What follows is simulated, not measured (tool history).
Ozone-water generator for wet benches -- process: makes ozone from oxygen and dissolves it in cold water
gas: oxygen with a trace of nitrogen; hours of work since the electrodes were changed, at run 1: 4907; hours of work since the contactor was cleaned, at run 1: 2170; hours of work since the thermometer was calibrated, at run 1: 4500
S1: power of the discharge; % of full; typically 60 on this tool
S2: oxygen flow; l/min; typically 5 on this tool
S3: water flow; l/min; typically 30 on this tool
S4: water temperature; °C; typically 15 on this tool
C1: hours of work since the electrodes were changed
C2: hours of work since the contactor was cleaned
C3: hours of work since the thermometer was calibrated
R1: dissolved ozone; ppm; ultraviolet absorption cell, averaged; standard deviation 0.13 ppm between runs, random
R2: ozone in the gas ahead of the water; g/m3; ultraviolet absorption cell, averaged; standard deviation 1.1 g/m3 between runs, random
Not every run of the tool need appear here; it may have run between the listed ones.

Run 1, hour 0: usual settings; C1 4907; C2 2170; C3 4500. Result: R1 8.9 ppm, R2 140.3 g/m3.
Run 2, hour 83.5: usual settings; C1 4977; C2 2240; C3 4570. Result: R1 8.9 ppm, R2 140.5 g/m3.
Run 3, hour 233.3: usual settings; C1 5104; C2 2367; C3 4697. Result: R1 8.6 ppm, R2 136.9 g/m3.
At hour 282.6: electrodes of the discharge changed.
Run 4, hour 349.4: usual settings; C1 56; C2 2460; C3 4790. Result: R1 12.2 ppm, R2 197.2 g/m3.
Run 5, hour 479.9: usual settings; C1 167; C2 2570; C3 4900. Result: R1 12.2 ppm, R2 195.2 g/m3.
At hour 544.3: contactor cleaned.
Run 6, hour 568.6: usual settings; C1 238; C2 21; C3 4972. Result: R1 11.1 ppm, R2 196.2 g/m3.
Run 7, hour 725.3: usual settings; C1 371; C2 153; C3 5104. Result: R1 10.9 ppm, R2 194.3 g/m3.
Run 8, hour 824.4: usual settings; C1 455; C2 237; C3 5188. Result: R1 11.1 ppm, R2 192.5 g/m3.
At hour 906: contactor cleaned, once more.
Run 9, hour 965.8: usual settings but S3 47 l/min; C1 571; C2 51; C3 5304. Result: R1 8.4 ppm, R2 192.3 g/m3.
Run 10, hour 1107: usual settings but S3 47 l/min; C1 690; C2 170; C3 5423. Result: R1 8.3 ppm, R2 191.1 g/m3.
Run 11, hour 1207.7: usual settings but S3 47 l/min; C1 775; C2 255; C3 5509. Result: R1 8.2 ppm, R2 188.1 g/m3.
At hour 1291.8: water thermometer calibrated.
Run 12, hour 1379.6: usual settings but S2 7.03 l/min; C1 920; C2 400; C3 74. Result: R1 13.4 ppm, R2 158.6 g/m3.
Run 13, hour 1461.5: usual settings but S2 7.03 l/min; C1 989; C2 469; C3 143. Result: R1 13.5 ppm, R2 157.4 g/m3.
Run 14, hour 1635.7: usual settings but S2 7.03 l/min; C1 1136; C2 616; C3 291. Result: R1 13.1 ppm, R2 155.9 g/m3.
Run 15, hour 1782.6: usual settings but S2 7.03 l/min; C1 1261; C2 740; C3 415. Result: R1 12.7 ppm, R2 156 g/m3.
Run 16, hour 1860.6: usual settings but S1 69 % of full, S2 7.03 l/min; C1 1326; C2 806; C3 481. Result: R1 14.4 ppm, R2 175 g/m3.
Run 17, hour 2041.1: usual settings but S1 69 % of full, S2 7.03 l/min; C1 1479; C2 959; C3 633. Result: R1 14.2 ppm, R2 172.5 g/m3.
Run 18, hour 2219.5: usual settings but S2 2.72 l/min, S3 37 l/min; C1 1630; C2 1110; C3 784. Result: R1 8.2 ppm, R2 238.3 g/m3.
Run 19, hour 2350.2: usual settings but S1 46 % of full, S2 2.74 l/min; C1 1740; C2 1220; C3 895. Result: R1 8.1 ppm, R2 193.1 g/m3.
Run 20, hour 2492.9: usual settings but S4 19 °C; C1 1861; C2 1341; C3 1015. Result: R1 11.2 ppm, R2 176.8 g/m3.
Run 21, hour 2586.5: usual settings but S1 44 % of full, S2 2.92 l/min, S3 32 l/min, S4 10 °C; C1 1940; C2 1420; C3 1094. Result: R1 7.6 ppm, R2 180.1 g/m3.
Run 22, hour 2689.9: usual settings but S1 70 % of full, S2 2.88 l/min, S4 18 °C; C1 2027; C2 1507; C3 1182. Result: R1 10.8 ppm, R2 254.8 g/m3.
Run 23, hour 2795: usual settings but S4 13 °C; C1 2116; C2 1596; C3 1270. Result: R1 11.4 ppm, R2 173.1 g/m3.
Run 24, hour 2869.2: usual settings but S4 13 °C; C1 2179; C2 1659; C3 1333. Result: R1 11.4 ppm, R2 173 g/m3.
Run 25, hour 2987: usual settings but S2 5.74 l/min, S3 47 l/min, S4 19 °C; C1 2279; C2 1758; C3 1433. Result: R1 7 ppm, R2 161.1 g/m3.
Run 26, hour 3107: usual settings but S2 5.23 l/min, S3 39 l/min, S4 19 °C; C1 2380; C2 1860; C3 1534. Result: R1 8.3 ppm, R2 166.1 g/m3.
Run 27, hour 3238.5: usual settings but S2 4.15 l/min, S3 28 l/min, S4 19 °C; C1 2491; C2 1971; C3 1645. Result: R1 10.8 ppm, R2 185.3 g/m3.
Run 28, hour 3334.7: usual settings but S2 4.15 l/min, S3 28 l/min, S4 19 °C; C1 2572; C2 2052; C3 1727. Result: R1 10.7 ppm, R2 183.9 g/m3.
Run 29, hour 3431.4: usual settings but S1 68 % of full, S2 4.15 l/min, S3 22 l/min, S4 19 °C; C1 2654; C2 2134; C3 1808. Result: R1 14.4 ppm, R2 200.4 g/m3.
Run 30, hour 3568.3: usual settings but S1 68 % of full, S2 4.15 l/min, S3 22 l/min, S4 19 °C; C1 2770; C2 2250; C3 1924. Result: R1 14.2 ppm, R2 199.8 g/m3.
Run 31, hour 3676.2: usual settings but S1 56 % of full, S4 19 °C; C1 2861; C2 2341; C3 2015. Result: R1 9.7 ppm, R2 156.1 g/m3.
Run 32, hour 3771.6: usual settings but S1 57 % of full, S2 6.08 l/min, S3 44 l/min; C1 2942; C2 2421; C3 2096. Result: R1 7.3 ppm, R2 144.4 g/m3.

Forecast each of these 3 alternatives for the next run:
Run A, hour 3901.3: usual settings but S2 3.57 l/min, S4 19 °C; C1 3051; C2 2531; C3 2205. Result: R1 ?, R2 ?.
Run B, hour 3901.3: usual settings but S1 47 % of full, S2 8.03 l/min, S4 16 °C; C1 3051; C2 2531; C3 2205. Result: R1 ?, R2 ?.
Run C, hour 3901.3: usual settings but S1 46 % of full, S2 6.08 l/min, S3 44 l/min, S4 19 °C; C1 3051; C2 2531; C3 2205. Result: R1 ?, R2 ?.

run   R1     R2
  A  9.1  191.7
  B  9.2  110.3
  C  5.8  123.3
With the hidden condition removed and each run's random variation left untouched, the same runs would have given:
run    R1     R2
  A  12.2  234.9
  B  11.8  129.6
  C   7.6  144.1
